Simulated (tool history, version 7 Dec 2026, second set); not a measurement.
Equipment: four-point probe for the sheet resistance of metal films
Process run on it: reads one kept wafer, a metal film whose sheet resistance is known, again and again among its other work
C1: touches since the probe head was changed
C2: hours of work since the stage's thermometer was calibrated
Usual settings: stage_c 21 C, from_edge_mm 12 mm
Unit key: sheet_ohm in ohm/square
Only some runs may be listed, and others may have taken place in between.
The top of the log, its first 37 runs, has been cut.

{"run": 38, "day": 22.454, "stage_c": 27, "from_edge_mm": 20, "C1": 18046, "C2": 133, "sheet_ohm": 3.830635}
{"run": 39, "day": 23.071, "stage_c": 26, "from_edge_mm": 6, "C1": 18473, "C2": 141, "sheet_ohm": 3.840131}
{"run": 40, "day": 23.812, "stage_c": 21, "from_edge_mm": 74, "C1": 18986, "C2": 150, "sheet_ohm": 3.813652}
{"run": 41, "day": 24.346, "stage_c": 21, "from_edge_mm": 13, "C1": 19355, "C2": 157, "sheet_ohm": 3.815605}
{"run": 42, "day": 24.875, "stage_c": 22, "from_edge_mm": 42, "C1": 19722, "C2": 163, "sheet_ohm": 3.815955}
{"run": 43, "day": 25.429, "stage_c": 22, "from_edge_mm": 42, "C1": 20107, "C2": 170, "sheet_ohm": 3.814117}
{"run": 44, "day": 25.95, "stage_c": 35, "from_edge_mm": 58, "C1": 20467, "C2": 177, "sheet_ohm": 3.850029}
{"run": 45, "day": 26.758, "stage_c": 35, "from_edge_mm": 58, "C1": 21028, "C2": 187, "sheet_ohm": 3.849466}

Alternative continuations, all from the tool just after run 45; predict every row:
{"run": "A", "day": 27.4, "stage_c": 28, "from_edge_mm": 3, "C1": 21473, "C2": 195, "sheet_ohm": "?"}
{"run": "B", "day": 27.4, "stage_c": 22, "from_edge_mm": 4, "C1": 21473, "C2": 195, "sheet_ohm": "?"}
{"run": "C", "day": 27.4, "stage_c": 28, "from_edge_mm": 32, "C1": 21473, "C2": 195, "sheet_ohm": "?"}

run=A sheet_ohm=3.887745
run=B sheet_ohm=3.848027
run=C sheet_ohm=3.831256
The same runs, with their run-to-run variation unchanged, on a tool lacking any hidden condition would have given:
run=A sheet_ohm=3.890796
run=B sheet_ohm=3.851043
run=C sheet_ohm=3.834266
